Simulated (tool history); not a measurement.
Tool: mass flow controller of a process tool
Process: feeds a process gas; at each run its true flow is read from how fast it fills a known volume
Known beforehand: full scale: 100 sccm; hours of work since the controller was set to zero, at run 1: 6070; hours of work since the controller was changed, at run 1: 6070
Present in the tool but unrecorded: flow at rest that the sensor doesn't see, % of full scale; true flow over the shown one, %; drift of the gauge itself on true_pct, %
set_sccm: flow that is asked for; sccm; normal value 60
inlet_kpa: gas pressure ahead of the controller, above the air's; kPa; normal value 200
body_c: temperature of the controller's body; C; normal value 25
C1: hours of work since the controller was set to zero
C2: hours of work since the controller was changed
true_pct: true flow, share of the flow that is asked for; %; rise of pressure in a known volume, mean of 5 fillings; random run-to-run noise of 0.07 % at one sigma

{"run": 1, "day": 0.0, "set_sccm": 60, "inlet_kpa": 200, "body_c": 25, "C1": 6070, "C2": 6070, "true_pct": 98.99}
{"run": 2, "day": 4.879, "set_sccm": 60, "inlet_kpa": 160, "body_c": 25, "C1": 6109, "C2": 6109, "true_pct": 99.1}
{"run": 3, "day": 9.433, "set_sccm": 60, "inlet_kpa": 160, "body_c": 25, "C1": 6146, "C2": 6146, "true_pct": 99.13}
{"run": 4, "day": 18.488, "set_sccm": 60, "inlet_kpa": 160, "body_c": 25, "C1": 6219, "C2": 6219, "true_pct": 99.2}
{"run": 5, "day": 25.95, "set_sccm": 57, "inlet_kpa": 200, "body_c": 25, "C1": 6280, "C2": 6280, "true_pct": 99.22}
{"run": 6, "day": 31.688, "set_sccm": 57, "inlet_kpa": 200, "body_c": 25, "C1": 6326, "C2": 6326, "true_pct": 99.38}
{"run": 7, "day": 39.988, "set_sccm": 57, "inlet_kpa": 200, "body_c": 25, "C1": 6393, "C2": 6393, "true_pct": 99.41}
{"run": 8, "day": 48.079, "set_sccm": 57, "inlet_kpa": 200, "body_c": 25, "C1": 6459, "C2": 6459, "true_pct": 99.55}
{"run": 9, "day": 55.758, "set_sccm": 57, "inlet_kpa": 200, "body_c": 22, "C1": 6521, "C2": 6521, "true_pct": 99.74}
{"run": 10, "day": 62.267, "set_sccm": 57, "inlet_kpa": 200, "body_c": 22, "C1": 6574, "C2": 6574, "true_pct": 99.8}
{"run": 11, "day": 70.475, "set_sccm": 57, "inlet_kpa": 200, "body_c": 22, "C1": 6640, "C2": 6640, "true_pct": 99.84}
{"run": 12, "day": 79.296, "set_sccm": 57, "inlet_kpa": 200, "body_c": 22, "C1": 6712, "C2": 6712, "true_pct": 99.88}
{"run": 13, "day": 84.121, "set_sccm": 57, "inlet_kpa": 200, "body_c": 22, "C1": 6751, "C2": 6751, "true_pct": 99.84}
{"run": 14, "day": 89.067, "set_sccm": 60, "inlet_kpa": 200, "body_c": 25, "C1": 6791, "C2": 6791, "true_pct": 100.04}
{"run": 15, "day": 96.121, "set_sccm": 25, "inlet_kpa": 200, "body_c": 25, "C1": 6848, "C2": 6848, "true_pct": 99.13}
{"run": 16, "day": 104.729, "set_sccm": 25, "inlet_kpa": 200, "body_c": 25, "C1": 6918, "C2": 6918, "true_pct": 99.2}
{"run": 17, "day": 113.2, "set_sccm": 25, "inlet_kpa": 200, "body_c": 25, "C1": 6986, "C2": 6986, "true_pct": 99.38}
{"run": 18, "day": 120.971, "set_sccm": 60, "inlet_kpa": 200, "body_c": 25, "C1": 7049, "C2": 7049, "true_pct": 100.46}
{"run": 19, "day": 130.1, "set_sccm": 60, "inlet_kpa": 200, "body_c": 25, "C1": 7123, "C2": 7123, "true_pct": 100.52}
{"run": 20, "day": 136.267, "set_sccm": 60, "inlet_kpa": 200, "body_c": 25, "C1": 7173, "C2": 7173, "true_pct": 100.68}
{"run": 21, "day": 142.196, "set_sccm": 60, "inlet_kpa": 200, "body_c": 25, "C1": 7221, "C2": 7221, "true_pct": 100.53}
{"run": 22, "day": 148.871, "set_sccm": 60, "inlet_kpa": 200, "body_c": 25, "C1": 7275, "C2": 7275, "true_pct": 100.73}
{"run": 23, "day": 152.704, "set_sccm": 60, "inlet_kpa": 200, "body_c": 25, "C1": 7306, "C2": 7306, "true_pct": 100.77}
{"run": 24, "day": 157.671, "set_sccm": 60, "inlet_kpa": 200, "body_c": 25, "C1": 7347, "C2": 7347, "true_pct": 100.92}
{"run": 25, "day": 164.879, "set_sccm": 53, "inlet_kpa": 141, "body_c": 38, "C1": 7405, "C2": 7405, "true_pct": 100.3}
{"day": 169.929, "done": "gauge calibrated"}
{"run": 26, "day": 172.846, "set_sccm": 25, "inlet_kpa": 205, "body_c": 33, "C1": 7469, "C2": 7469, "true_pct": 98.12}
{"day": 177.212, "done": "controller exchanged for a calibrated one"}
{"run": 27, "day": 178.929, "set_sccm": 22, "inlet_kpa": 199, "body_c": 31, "C1": 14, "C2": 14, "true_pct": 97.92}
{"run": 28, "day": 187.75, "set_sccm": 22, "inlet_kpa": 199, "body_c": 23, "C1": 85, "C2": 85, "true_pct": 98.21}
{"run": 29, "day": 192.967, "set_sccm": 22, "inlet_kpa": 199, "body_c": 23, "C1": 128, "C2": 128, "true_pct": 98.32}
{"run": 30, "day": 198.4, "set_sccm": 22, "inlet_kpa": 199, "body_c": 23, "C1": 172, "C2": 172, "true_pct": 98.25}
{"run": 31, "day": 207.292, "set_sccm": 22, "inlet_kpa": 199, "body_c": 23, "C1": 244, "C2": 244, "true_pct": 98.45}
{"run": 32, "day": 214.383, "set_sccm": 30, "inlet_kpa": 176, "body_c": 23, "C1": 301, "C2": 301, "true_pct": 98.67}
{"run": 33, "day": 222.821, "set_sccm": 37, "inlet_kpa": 212, "body_c": 25, "C1": 369, "C2": 369, "true_pct": 99.04}
{"run": 34, "day": 228.75, "set_sccm": 34, "inlet_kpa": 200, "body_c": 29, "C1": 417, "C2": 417, "true_pct": 98.78}
{"run": 35, "day": 233.271, "set_sccm": 60, "inlet_kpa": 163, "body_c": 28, "C1": 454, "C2": 454, "true_pct": 99.65}
{"run": 36, "day": 240.2, "set_sccm": 60, "inlet_kpa": 213, "body_c": 25, "C1": 510, "C2": 510, "true_pct": 99.81}
{"run": 37, "day": 244.108, "set_sccm": 60, "inlet_kpa": 213, "body_c": 25, "C1": 542, "C2": 542, "true_pct": 99.81}
{"run": 38, "day": 250.696, "set_sccm": 17, "inlet_kpa": 245, "body_c": 22, "C1": 595, "C2": 595, "true_pct": 99.0}
{"day": 251.988, "done": "gauge calibrated"}
{"run": 39, "day": 258.388, "set_sccm": 23, "inlet_kpa": 203, "body_c": 25, "C1": 657, "C2": 657, "true_pct": 98.03}
{"run": 40, "day": 264.379, "set_sccm": 61, "inlet_kpa": 229, "body_c": 22, "C1": 706, "C2": 706, "true_pct": 99.3}
{"run": 41, "day": 270.554, "set_sccm": 21, "inlet_kpa": 165, "body_c": 25, "C1": 756, "C2": 756, "true_pct": 98.13}
{"run": 42, "day": 278.579, "set_sccm": 20, "inlet_kpa": 141, "body_c": 39, "C1": 821, "C2": 821, "true_pct": 97.78}
{"run": 43, "day": 284.429, "set_sccm": 17, "inlet_kpa": 254, "body_c": 31, "C1": 868, "C2": 868, "true_pct": 98.36}
{"run": 44, "day": 288.667, "set_sccm": 17, "inlet_kpa": 254, "body_c": 31, "C1": 903, "C2": 903, "true_pct": 98.27}
{"run": 45, "day": 293.358, "set_sccm": 43, "inlet_kpa": 168, "body_c": 31, "C1": 941, "C2": 941, "true_pct": 98.9}
{"run": 46, "day": 300.7, "set_sccm": 17, "inlet_kpa": 179, "body_c": 21, "C1": 1000, "C2": 1000, "true_pct": 98.46}
{"run": 47, "day": 308.842, "set_sccm": 69, "inlet_kpa": 277, "body_c": 38, "C1": 1066, "C2": 1066, "true_pct": 99.76}

Branching from run 47: 5 alternative next runs. What would each branch give?
{"run": "A", "day": 313.521, "set_sccm": 69, "inlet_kpa": 277, "body_c": 31, "C1": 1104, "C2": 1104, "true_pct": "?"}
{"run": "B", "day": 313.521, "set_sccm": 41, "inlet_kpa": 187, "body_c": 30, "C1": 1104, "C2": 1104, "true_pct": "?"}
{"run": "C", "day": 313.521, "set_sccm": 15, "inlet_kpa": 219, "body_c": 40, "C1": 1104, "C2": 1104, "true_pct": "?"}
{"run": "D", "day": 313.521, "set_sccm": 69, "inlet_kpa": 277, "body_c": 30, "C1": 1104, "C2": 1104, "true_pct": "?"}
{"run": "E", "day": 313.521, "set_sccm": 69, "inlet_kpa": 163, "body_c": 21, "C1": 1104, "C2": 1104, "true_pct": "?"}

run=A true_pct=99.87
run=B true_pct=99.10
run=C true_pct=98.22
run=D true_pct=99.94
run=E true_pct=99.93
With the hidden condition removed and each run's random variation left untouched, the same runs would have given:
run=A true_pct=99.17
run=B true_pct=98.41
run=C true_pct=97.54
run=D true_pct=99.23
run=E true_pct=99.23
